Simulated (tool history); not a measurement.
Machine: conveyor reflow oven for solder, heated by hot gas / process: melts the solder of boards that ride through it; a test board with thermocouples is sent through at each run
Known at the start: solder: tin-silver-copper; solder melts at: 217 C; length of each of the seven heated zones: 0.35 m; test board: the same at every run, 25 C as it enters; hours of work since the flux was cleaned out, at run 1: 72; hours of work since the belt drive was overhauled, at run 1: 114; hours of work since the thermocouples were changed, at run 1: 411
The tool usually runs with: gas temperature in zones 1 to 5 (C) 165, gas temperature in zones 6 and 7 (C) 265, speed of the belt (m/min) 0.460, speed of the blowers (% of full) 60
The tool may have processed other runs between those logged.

run	hour	gas temperature in zones 1 to 5 (C)	gas temperature in zones 6 and 7 (C)	speed of the belt (m/min)	speed of the blowers (% of full)	hours of work since the flux was cleaned out	hours of work since the belt drive was overhauled	hours of work since the thermocouples were changed	highest temperature of the board (C)	time above the solder's melting point (s)
1	0.0	165	265	0.460	60	72	114	411	243.1	53.8
2	12.0	165	265	0.499	60	79	120	418	240.1	45.0
3	21.3	165	265	0.499	60	84	126	423	240.0	44.6
4	35.0	165	265	0.460	73	91	133	430	247.5	59.1
5	51.9	165	265	0.460	73	101	142	440	247.1	59.6
6	61.9	165	265	0.460	73	106	148	445	247.2	59.8
7	78.1	160	265	0.460	60	115	157	454	242.4	50.9
8	94.0	165	265	0.460	60	124	165	463	243.3	53.7
9	104.6	165	265	0.460	60	130	171	469	243.1	53.5
10	117.3	165	265	0.460	60	137	178	476	243.1	53.4
11	128.3	166	265	0.460	60	143	184	482	243.2	54.1
12	136.4	166	265	0.460	60	147	189	486	243.6	54.6
13	154.1	166	265	0.460	60	157	198	496	244.0	55.0
14	169.1	166	265	0.460	60	165	207	504	243.3	54.5
15	184.5	166	264	0.460	60	173	215	513	243.0	53.1
16	202.7	174	264	0.460	60	183	225	523	244.4	59.1
17	211.9	174	264	0.460	60	188	230	528	244.4	59.3
18	226.1	174	264	0.460	60	196	238	535	244.5	58.8
19	235.1	174	264	0.460	60	201	243	540	244.4	58.3
# hour 240.6: belt drive overhauled, speed set with a stopwatch
20	253.4	174	264	0.460	60	209	7	548	244.6	58.4
21	264.6	165	265	0.460	75	215	13	554	247.9	60.4
22	280.0	180	264	0.460	75	224	22	563	249.8	68.5
23	294.8	180	264	0.460	75	232	30	571	249.9	68.6
24	305.0	159	264	0.460	58	237	35	577	240.5	47.4
25	316.2	159	268	0.460	58	244	41	583	244.1	52.2
# hour 324.8: belt drive overhauled, speed set with a stopwatch, once more
26	335.6	159	268	0.460	58	252	6	591	243.3	51.4
27	343.0	159	268	0.460	58	256	10	595	243.3	51.6
28	358.7	165	269	0.460	74	265	19	604	250.9	61.4
29	373.3	165	269	0.460	74	273	27	612	250.6	62.7
30	387.3	165	265	0.548	60	280	34	619	235.2	34.3

Branching from run 30: 3 alternative next runs. What would each branch give?
A	396.4	174	265	0.436	68	285	39	624	?	?
B	396.4	165	265	0.548	82	285	39	624	?	?
C	396.4	155	270	0.518	60	285	39	624	?	?

run	highest temperature of the board (C)	time above the solder's melting point (s)
A	249.2	68.7
B	242.7	44.2
C	239.1	39.0
With the hidden condition removed and each run's random variation left untouched, the same runs would have given:
run	highest temperature of the board (C)	time above the solder's melting point (s)
A	248.7	68.6
B	242.7	44.6
C	239.1	39.3
